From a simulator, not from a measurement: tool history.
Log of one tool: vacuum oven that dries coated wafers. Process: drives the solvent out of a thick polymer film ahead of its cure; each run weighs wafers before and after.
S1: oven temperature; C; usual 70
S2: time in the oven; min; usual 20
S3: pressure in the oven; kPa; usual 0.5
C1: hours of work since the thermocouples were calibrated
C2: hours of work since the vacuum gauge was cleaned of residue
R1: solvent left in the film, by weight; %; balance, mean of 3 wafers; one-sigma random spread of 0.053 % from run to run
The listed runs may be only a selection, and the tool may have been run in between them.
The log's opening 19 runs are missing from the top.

run 20 hour=1389.6 | S1=70 S2=20 S3=0.502 | C1=651 C2=1174 | R1=1.37
run 21 hour=1461.8 | S1=70 S2=20 S3=0.502 | C1=683 C2=1206 | R1=1.44
run 22 hour=1546.5 | S1=70 S2=25 S3=0.5 | C1=721 C2=1244 | R1=1.02
run 23 hour=1598.7 | S1=70 S2=14 S3=0.321 | C1=744 C2=1267 | R1=2.44
run 24 hour=1684.7 | S1=84 S2=18 S3=0.321 | C1=781 C2=1304 | R1=0.21
run 25 hour=1744.4 | S1=72 S2=18 S3=1.281 | C1=808 C2=1331 | R1=1.58
run 26 hour=1788.3 | S1=68 S2=11 S3=1.281 | C1=827 C2=1350 | R1=4.36
run 27 hour=1830.8 | S1=83 S2=20 S3=0.927 | C1=846 C2=1369 | R1=0.41
-- hour=1839.6 vacuum gauge cleaned of residue and calibrated
run 28 hour=1927.4 | S1=67 S2=33 S3=0.927 | C1=888 C2=39 | R1=1.24
run 29 hour=2018.2 | S1=67 S2=33 S3=0.927 | C1=928 C2=79 | R1=1.24
run 30 hour=2058.9 | S1=67 S2=33 S3=0.927 | C1=946 C2=97 | R1=1.2
run 31 hour=2138.2 | S1=67 S2=33 S3=0.927 | C1=981 C2=132 | R1=1.19
run 32 hour=2212.6 | S1=57 S2=20 S3=1.072 | C1=1014 C2=165 | R1=5.67
-- hour=2270.7 vacuum gauge cleaned of residue and calibrated, once more
run 33 hour=2270.7 | S1=63 S2=19 S3=1.349 | C1=1039 C2=0 | R1=3.7
run 34 hour=2320.7 | S1=70 S2=27 S3=0.5 | C1=1061 C2=22 | R1=0.6
run 35 hour=2371.9 | S1=64 S2=27 S3=0.5 | C1=1083 C2=45 | R1=1.59
run 36 hour=2463.3 | S1=70 S2=26 S3=0.362 | C1=1124 C2=85 | R1=0.61
run 37 hour=2537.8 | S1=78 S2=26 S3=0.526 | C1=1156 C2=118 | R1=0.23
run 38 hour=2610.5 | S1=78 S2=26 S3=0.526 | C1=1188 C2=150 | R1=0.19
run 39 hour=2687.1 | S1=78 S2=26 S3=0.526 | C1=1222 C2=184 | R1=0.28
run 40 hour=2728.6 | S1=61 S2=15 S3=1.883 | C1=1241 C2=202 | R1=5.72
run 41 hour=2794.1 | S1=61 S2=15 S3=1.883 | C1=1269 C2=231 | R1=5.49
run 42 hour=2839.9 | S1=79 S2=20 S3=0.429 | C1=1290 C2=251 | R1=0.23
run 43 hour=2880.2 | S1=66 S2=20 S3=0.429 | C1=1307 C2=269 | R1=1.92
run 44 hour=2932.7 | S1=58 S2=14 S3=0.5 | C1=1331 C2=292 | R1=5.87

Alternative continuations, all from the tool just after run 44; predict every row:
run A hour=2974.9 | S1=58 S2=14 S3=1.326 | C1=1349 C2=311 | R1=?
run B hour=2974.9 | S1=70 S2=18 S3=0.753 | C1=1349 C2=311 | R1=?
run C hour=2974.9 | S1=67 S2=19 S3=0.5 | C1=1349 C2=311 | R1=?
run D hour=2974.9 | S1=80 S2=18 S3=0.886 | C1=1349 C2=311 | R1=?
run E hour=2974.9 | S1=58 S2=14 S3=0.281 | C1=1349 C2=311 | R1=?

run=A R1=6.38
run=B R1=1.54
run=C R1=1.83
run=D R1=0.52
run=E R1=5.98
With the hidden condition removed and each run's random variation left untouched, the same runs would have given:
run=A R1=7.31
run=B R1=2.19
run=C R1=2.58
run=D R1=0.66
run=E R1=6.92
